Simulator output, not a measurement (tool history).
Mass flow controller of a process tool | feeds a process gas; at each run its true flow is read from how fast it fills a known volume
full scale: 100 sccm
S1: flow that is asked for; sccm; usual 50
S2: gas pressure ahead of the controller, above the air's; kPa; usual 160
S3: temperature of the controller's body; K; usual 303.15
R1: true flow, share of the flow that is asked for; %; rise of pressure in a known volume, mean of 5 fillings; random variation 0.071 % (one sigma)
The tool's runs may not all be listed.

run    hour  S1   S2      S3      R1
  1     0.0  50  160  303.15   99.62
  2   252.7  50  160  303.15   99.68
  3   524.8  50  160  303.15   99.69
  4  1005.3  50  190  303.15   99.88
  5  1268.6  34  160  303.15   99.13
  6  1541.4  50  222  303.15  100.18
  7  1826.7  50  222  303.15  100.13
  8  2113.2  50  222  303.15  100.11

Forecast run 9:
  9  2390.7  33  277  311.15   ?

R1: 100.12 %
Without the tool's hidden state the same run would have given R1 100.23 %.
